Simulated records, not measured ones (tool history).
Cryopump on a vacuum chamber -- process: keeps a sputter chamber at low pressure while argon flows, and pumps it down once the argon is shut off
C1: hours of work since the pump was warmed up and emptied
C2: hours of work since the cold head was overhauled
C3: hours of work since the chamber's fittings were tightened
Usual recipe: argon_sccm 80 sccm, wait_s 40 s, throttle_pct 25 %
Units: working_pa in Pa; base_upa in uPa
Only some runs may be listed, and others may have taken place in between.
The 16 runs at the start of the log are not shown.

run 17 hour=466.2 | argon_sccm=80 wait_s=40 throttle_pct=25 | C1=374 C2=1035 C3=276 | working_pa=0.2522 base_upa=0.83
run 18 hour=486.7 | argon_sccm=80 wait_s=40 throttle_pct=25 | C1=390 C2=1050 C3=292 | working_pa=0.2531 base_upa=0.86
run 19 hour=514.9 | argon_sccm=115 wait_s=40 throttle_pct=53 | C1=412 C2=1072 C3=314 | working_pa=0.182 base_upa=0.84
run 20 hour=548.9 | argon_sccm=51 wait_s=40 throttle_pct=49 | C1=438 C2=1098 C3=340 | working_pa=0.0869 base_upa=0.87
run 21 hour=572.1 | argon_sccm=51 wait_s=47 throttle_pct=16 | C1=456 C2=1116 C3=358 | working_pa=0.2512 base_upa=0.77
run 22 hour=590.7 | argon_sccm=74 wait_s=29 throttle_pct=16 | C1=470 C2=1131 C3=372 | working_pa=0.3642 base_upa=1.09
run 23 hour=611.8 | argon_sccm=80 wait_s=241 throttle_pct=25 | C1=486 C2=1147 C3=388 | working_pa=0.2579 base_upa=0.36
run 24 hour=639.1 | argon_sccm=135 wait_s=115 throttle_pct=25 | C1=507 C2=1168 C3=409 | working_pa=0.4334 base_upa=0.46
run 25 hour=658.3 | argon_sccm=110 wait_s=28 throttle_pct=34 | C1=522 C2=1183 C3=424 | working_pa=0.2654 base_upa=1.18
run 26 hour=687.5 | argon_sccm=94 wait_s=35 throttle_pct=34 | C1=545 C2=1205 C3=447 | working_pa=0.2295 base_upa=0.99
run 27 hour=708.7 | argon_sccm=94 wait_s=35 throttle_pct=34 | C1=561 C2=1222 C3=463 | working_pa=0.23 base_upa=0.98
run 28 hour=737.4 | argon_sccm=148 wait_s=49 throttle_pct=20 | C1=583 C2=1244 C3=485 | working_pa=0.5958 base_upa=0.77
run 29 hour=772.7 | argon_sccm=39 wait_s=62 throttle_pct=19 | C1=610 C2=1271 C3=512 | working_pa=0.1646 base_upa=0.69
run 30 hour=798.4 | argon_sccm=33 wait_s=34 throttle_pct=25 | C1=630 C2=1291 C3=532 | working_pa=0.1084 base_upa=1.01
-- hour=812.5 pump warmed up, emptied and cooled again
run 31 hour=844.4 | argon_sccm=78 wait_s=34 throttle_pct=19 | C1=25 C2=1322 C3=564 | working_pa=0.3164 base_upa=0.99
run 32 hour=881.3 | argon_sccm=103 wait_s=75 throttle_pct=49 | C1=53 C2=1351 C3=592 | working_pa=0.1636 base_upa=0.62
run 33 hour=907 | argon_sccm=132 wait_s=68 throttle_pct=29 | C1=73 C2=1371 C3=612 | working_pa=0.3505 base_upa=0.61
run 34 hour=934.8 | argon_sccm=80 wait_s=66 throttle_pct=25 | C1=94 C2=1392 C3=634 | working_pa=0.2489 base_upa=0.62

4 ways to go on from here, each from the tool as it stands after run 34. What would each give?
run A hour=962.7 | argon_sccm=44 wait_s=66 throttle_pct=25 | C1=116 C2=1414 C3=655 | working_pa=? base_upa=?
run B hour=962.7 | argon_sccm=80 wait_s=250 throttle_pct=37 | C1=116 C2=1414 C3=655 | working_pa=? base_upa=?
run C hour=962.7 | argon_sccm=80 wait_s=66 throttle_pct=46 | C1=116 C2=1414 C3=655 | working_pa=? base_upa=?
run D hour=962.7 | argon_sccm=80 wait_s=66 throttle_pct=15 | C1=116 C2=1414 C3=655 | working_pa=? base_upa=?

run=A working_pa=0.1362 base_upa=0.63
run=B working_pa=0.1697 base_upa=0.36
run=C working_pa=0.136 base_upa=0.63
run=D working_pa=0.4107 base_upa=0.67
Without the tool's unlogged condition, the same runs would have read:
run=A working_pa=0.1337 base_upa=0.49
run=B working_pa=0.1652 base_upa=0.23
run=C working_pa=0.1315 base_upa=0.5
run=D working_pa=0.4062 base_upa=0.54

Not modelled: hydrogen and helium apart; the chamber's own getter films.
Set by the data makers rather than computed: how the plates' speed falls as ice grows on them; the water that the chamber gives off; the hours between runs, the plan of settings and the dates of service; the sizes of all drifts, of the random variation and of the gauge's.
